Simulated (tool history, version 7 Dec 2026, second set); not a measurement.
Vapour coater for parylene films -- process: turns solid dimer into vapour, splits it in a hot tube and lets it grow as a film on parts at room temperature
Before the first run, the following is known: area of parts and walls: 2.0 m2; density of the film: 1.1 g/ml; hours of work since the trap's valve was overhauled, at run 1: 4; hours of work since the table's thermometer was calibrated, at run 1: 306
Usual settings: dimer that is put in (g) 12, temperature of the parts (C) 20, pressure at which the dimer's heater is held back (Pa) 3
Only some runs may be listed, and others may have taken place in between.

run,hour,dimer that is put in (g),temperature of the parts (C),pressure at which the dimer's heater is held back (Pa),hours of work since the trap's valve was overhauled,hours of work since the table's thermometer was calibrated,thickness of the film (nm)
1,0,12,20,3,4,306,4350
2,20.4,12,20,3,13,315,4430
3,42,12,20,3,22,325,4400
4,65.4,12,13,3,32,335,5150
5,80,12,22,3,39,342,4140
6,102.4,12,20,3,49,352,4440
7,119.3,12,20,10.46,56,359,3650
8,137.7,12,20,10.46,64,367,3760
9,158,12,20,10.46,73,376,3700
10,179.1,15,20,3,83,385,5390
11,191.9,15,20,3,88,391,5330
12,210.9,12,20,3,97,399,4240
13,226.2,12,20,3,103,406,4300
14,237.3,12,20,3,108,411,4280
15,258.8,12,20,3,118,421,4270
16,275.1,12,20,3,125,428,4260
17,286.9,12,20,3,130,433,4200
18,301.4,12,20,3,137,439,4200
19,316,12,20,3,143,446,4250
20,328.4,12,26,3,148,451,3580
# hour 331: table's thermometer calibrated
21,348.9,12,26,3,157,8,3560
22,363.6,10,20,3,164,14,3520
23,383,10,20,3,172,23,3510
24,394.6,10,20,2.1,177,28,3650
25,417,6,19,2.1,187,38,2250
26,436.4,6,19,2.1,196,47,2190
# hour 460.1: table's thermometer calibrated, once more
27,460.3,11,13,10.58,206,0,3960
28,477.6,14,20,5.63,213,8,4510
29,498.9,14,20,3.98,223,17,4760
30,510.6,15,20,9.52,228,22,4570
31,530.4,5,20,4.83,237,31,1640
32,547.4,5,20,4.83,244,39,1620
33,565.5,10,17,3.03,252,47,3700
34,580.2,6,25,7,259,53,1670
35,596,9,13,3,266,60,3660
36,612.9,9,13,3,273,67,3750
37,630.9,12,17,10.83,281,75,3780
38,647.7,11,13,4.77,288,83,4200
39,664.6,8,20,2.37,296,90,2780
40,678.4,13,15,7.35,302,96,4570
41,701.5,11,13,3.86,312,106,4250
42,723,12,20,4.11,322,116,3920
43,744.9,12,18,5.93,331,126,3980
44,761.5,10,21,4.48,339,133,3140
45,779.6,10,21,4.48,346,141,3160
46,800.5,12,20,2.24,356,150,4150
47,818.4,12,18,2.24,364,158,4360

Pick out some run-to-run changes in thickness of the film (nm). Of each, how much would a tool without hidden state show as well, from the settings, what came in and chance, and how much is left for the hidden state and any gauge scatter not in both results compared?
The hidden state here: vapour lost through the trap's worn valve, %; true temperature of the parts over the reading, C; drift of the gauge itself on film_um, %.
Run 30 -> 31: dimer that is put in (g) 15 -> 5, pressure at which the dimer's heater is held back (Pa) 9.52 -> 4.83. thickness of the film (nm) -2930: hidden state +190, all else -3120.
Run 32 -> 33: dimer that is put in (g) 5 -> 10, temperature of the parts (C) 20 -> 17, pressure at which the dimer's heater is held back (Pa) 4.83 -> 3.03. thickness of the film (nm) +2080: hidden state -160, all else +2240.
Run 33 -> 34: dimer that is put in (g) 10 -> 6, temperature of the parts (C) 17 -> 25, pressure at which the dimer's heater is held back (Pa) 3.03 -> 7. thickness of the film (nm) -2030: hidden state +150, all else -2180.
Run 34 -> 35: dimer that is put in (g) 6 -> 9, temperature of the parts (C) 25 -> 13, pressure at which the dimer's heater is held back (Pa) 7 -> 3. thickness of the film (nm) +1990: hidden state -170, all else +2160.
